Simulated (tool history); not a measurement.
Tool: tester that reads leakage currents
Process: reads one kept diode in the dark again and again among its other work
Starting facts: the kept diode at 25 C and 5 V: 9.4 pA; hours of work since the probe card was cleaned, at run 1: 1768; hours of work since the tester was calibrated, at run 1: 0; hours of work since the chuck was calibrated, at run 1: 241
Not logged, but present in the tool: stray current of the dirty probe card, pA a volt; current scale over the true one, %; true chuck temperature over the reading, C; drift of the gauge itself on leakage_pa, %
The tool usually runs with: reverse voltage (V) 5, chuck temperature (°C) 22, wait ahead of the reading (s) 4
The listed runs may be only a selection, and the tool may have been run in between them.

run	hour	reverse voltage (V)	chuck temperature (°C)	wait ahead of the reading (s)	hours of work since the probe card was cleaned	hours of work since the tester was calibrated	hours of work since the chuck was calibrated	current that the tester gives (pA)
1	0	5	22	4	1768	0	241	7.81
2	82.5	5	22	4	1815	47	288	7.78
3	149.5	1.05	22	4	1854	86	327	4.11
4	261.5	1.05	22	4	1918	150	391	4.12
5	355.1	1.05	22	4	1972	204	445	4.08
6	420.7	1.05	22	4	2010	242	483	4.08
7	500.6	5	22	4	2056	288	529	7.87
8	585.6	5	22	4	2105	337	577	7.87
9	655.3	5	22	4	2145	377	617	7.76
10	777.7	5	22	4	2215	447	688	7.81
11	870.7	5	22	4	2269	501	741	7.78
12	923.6	5	35	4	2299	531	772	20.32
# hour 972.4: chuck's temperature calibrated
13	996.3	5	35	4	2340	572	14	20.24
14	1118.9	5	22	2.72	2410	642	84	7.89
15	1224.5	5	22	2.72	2471	703	145	7.95
16	1337.6	3.28	22	2.72	2536	768	210	6.62
17	1404.1	3.28	22	2.72	2574	806	248	6.62
18	1465.9	5	59	4	2610	842	284	100.56
19	1563.4	9.23	22	4	2666	898	340	10.17
20	1619	9.23	22	0.48	2698	930	372	14.12
21	1735.7	1.1	54	1.79	2765	997	439	40.13
22	1859.1	1.1	54	1.79	2836	1068	510	40.07
23	1965.7	5	29	4	2897	1129	571	13.07
24	2051.4	1.48	23	4	2946	1178	620	5.09
25	2170.1	5	27	4	3014	1247	689	11.32
26	2234.3	14.27	29	4	3051	1283	726	20.51
27	2334.6	5	27	5.59	3109	1341	783	11.27
# hour 2363.4: chuck's temperature calibrated
28	2393.6	2.7	32	4.37	3142	1374	17	12.69
29	2507.1	2.7	32	4.37	3207	1439	83	12.72
30	2596.9	2.7	32	4.37	3259	1491	134	12.72
31	2695	5	22	0.32	3315	1547	191	11.18
32	2770.7	3.77	49	2.94	3359	1591	234	46.94
33	2821.7	5.7	33	2.94	3388	1620	263	18.58
34	2899.8	12.47	51	1.2	3433	1665	308	88.94
# hour 2956.9: probe card cleaned and baked
35	3005	1.48	22	9.37	28	1724	367	4.71
36	3056.1	1.48	49	9.37	57	1753	397	32.35
37	3155.5	8.2	27	0.51	114	1810	454	17.23
38	3231.8	8.2	27	0.51	158	1854	498	17.28
39	3343.8	8.2	27	0.51	222	1918	562	17.2
40	3467.6	5	21	0.32	294	1990	633	10.55

Below are 3 alternative next runs, each starting from the tool's condition after run 40. Predict each:
A	3556.8	1.44	54	0.8	345	2041	684	?
B	3556.8	5	21	0.39	345	2041	684	?
C	3556.8	5	57	4	345	2041	684	?

run	current that the tester gives (pA)
A	44.91
B	9.81
C	88.26
What these runs would have given with no unlogged condition in the tool:
run	current that the tester gives (pA)
A	44.92
B	9.81
C	88.28
